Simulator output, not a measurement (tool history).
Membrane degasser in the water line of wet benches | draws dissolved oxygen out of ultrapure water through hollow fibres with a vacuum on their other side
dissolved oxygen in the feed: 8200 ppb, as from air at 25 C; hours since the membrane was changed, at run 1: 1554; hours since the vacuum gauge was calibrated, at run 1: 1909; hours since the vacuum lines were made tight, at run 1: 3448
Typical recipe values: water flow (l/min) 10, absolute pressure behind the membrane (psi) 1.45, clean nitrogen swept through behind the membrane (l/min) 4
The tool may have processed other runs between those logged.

run	hour	water flow (l/min)	absolute pressure behind the membrane (psi)	clean nitrogen swept through behind the membrane (l/min)	hours since the membrane was changed	hours since the vacuum gauge was calibrated	hours since the vacuum lines were made tight	dissolved oxygen in the water behind the degasser (ppb)	pressure that the water loses in the fibres (psi)
1	0	10	1.45	4	1554	1909	3448	50.7	6.023
2	78.9	10	1.45	4	1632	1988	3527	51.4	5.977
3	117.4	10	1.45	4	1671	2026	3565	50.6	6.005
4	168.2	7	1.45	4	1722	2077	3616	33.5	4.189
5	204.3	10	1.45	4	1758	2113	3652	51.5	6.045
6	258.9	9	1.45	4	1812	2168	3707	44.3	5.387
7	331.6	9	1.12	4	1885	2240	3780	31.4	5.419
8	420	9	1.12	4	1974	2329	3868	31	5.394
9	476.2	11	0.93	11.8	2030	2385	3924	17.7	6.601
# hour 484.6: vacuum gauge calibrated
10	529.3	11	0.93	11.8	2082	45	3977	18.5	6.617
11	566.7	7	1.45	2.27	2120	82	4014	60.1	4.229
# hour 631.1: vacuum gauge calibrated, once more
12	652.5	7	1.45	2.27	2205	21	4100	57.4	4.163
13	702.9	7	1.45	2.27	2256	72	4150	57.3	4.206
14	744	7	1.45	2.27	2297	113	4191	55.9	4.212
15	824.2	11	0.99	8.89	2377	193	4271	21.6	6.66
16	897.6	7	0.96	9.1	2450	267	4345	8.1	4.237

Each row is a separate what-if for the run after 16, all from the same tool condition, not one after another. Results?
A	933.6	13	1.04	2.87	2486	303	4381	?	?
B	933.6	9	1.62	4	2486	303	4381	?	?
C	933.6	7	1.87	3.45	2486	303	4381	?	?
D	933.6	13	0.96	3.91	2486	303	4381	?	?

run	dissolved oxygen in the water behind the degasser (ppb)	pressure that the water loses in the fibres (psi)
A	67	7.822
B	51.9	5.439
C	53.8	4.194
D	49.2	7.815
The same runs, with their run-to-run variation unchanged, on a tool lacking any hidden condition would have given:
run	dissolved oxygen in the water behind the degasser (ppb)	pressure that the water loses in the fibres (psi)
A	62.8	7.696
B	48.3	5.352
C	49.4	4.128
D	45.8	7.688

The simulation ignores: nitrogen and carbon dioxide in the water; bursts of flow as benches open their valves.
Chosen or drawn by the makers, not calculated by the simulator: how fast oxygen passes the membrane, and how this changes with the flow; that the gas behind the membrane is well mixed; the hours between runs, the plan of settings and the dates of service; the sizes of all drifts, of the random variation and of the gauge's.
